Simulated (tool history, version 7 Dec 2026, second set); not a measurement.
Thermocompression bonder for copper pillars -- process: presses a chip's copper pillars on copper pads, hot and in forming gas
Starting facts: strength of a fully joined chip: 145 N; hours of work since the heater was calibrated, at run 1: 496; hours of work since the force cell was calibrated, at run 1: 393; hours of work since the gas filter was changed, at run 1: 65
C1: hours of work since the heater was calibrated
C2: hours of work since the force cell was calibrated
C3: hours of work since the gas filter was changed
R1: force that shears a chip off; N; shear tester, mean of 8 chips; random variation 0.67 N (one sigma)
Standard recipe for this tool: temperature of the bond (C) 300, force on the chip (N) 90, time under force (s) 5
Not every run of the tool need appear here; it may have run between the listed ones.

{"run": 1, "hour": 0.0, "temperature of the bond (C)": 300, "force on the chip (N)": 90, "time under force (s)": 5, "C1": 496, "C2": 393, "C3": 65, "R1": 80.4}
{"run": 2, "hour": 18.9, "temperature of the bond (C)": 300, "force on the chip (N)": 90, "time under force (s)": 5, "C1": 505, "C2": 402, "C3": 74, "R1": 80.4}
{"run": 3, "hour": 34.5, "temperature of the bond (C)": 300, "force on the chip (N)": 90, "time under force (s)": 5, "C1": 513, "C2": 410, "C3": 82, "R1": 79.7}
{"run": 4, "hour": 54.5, "temperature of the bond (C)": 300, "force on the chip (N)": 90, "time under force (s)": 5, "C1": 522, "C2": 419, "C3": 91, "R1": 79.9}
{"run": 5, "hour": 75.2, "temperature of the bond (C)": 300, "force on the chip (N)": 90, "time under force (s)": 5, "C1": 532, "C2": 429, "C3": 102, "R1": 81.2}
{"run": 6, "hour": 99.6, "temperature of the bond (C)": 277, "force on the chip (N)": 90, "time under force (s)": 11, "C1": 544, "C2": 441, "C3": 113, "R1": 83.8}
{"run": 7, "hour": 127.5, "temperature of the bond (C)": 281, "force on the chip (N)": 119, "time under force (s)": 4, "C1": 558, "C2": 455, "C3": 127, "R1": 77.6}
{"hour": 131.6, "done": "force cell calibrated"}
{"run": 8, "hour": 157.7, "temperature of the bond (C)": 305, "force on the chip (N)": 119, "time under force (s)": 10, "C1": 572, "C2": 13, "C3": 141, "R1": 116.1}
{"run": 9, "hour": 188.4, "temperature of the bond (C)": 322, "force on the chip (N)": 119, "time under force (s)": 10, "C1": 587, "C2": 28, "C3": 156, "R1": 123.5}

The next listed run, before its measurement:
{"run": 10, "hour": 202.0, "temperature of the bond (C)": 316, "force on the chip (N)": 86, "time under force (s)": 4, "C1": 594, "C2": 34, "C3": 163, "R1": "?"}

R1: 83.5 N
Had the tool carried no hidden state, the very same run would have given R1 82.3 N.

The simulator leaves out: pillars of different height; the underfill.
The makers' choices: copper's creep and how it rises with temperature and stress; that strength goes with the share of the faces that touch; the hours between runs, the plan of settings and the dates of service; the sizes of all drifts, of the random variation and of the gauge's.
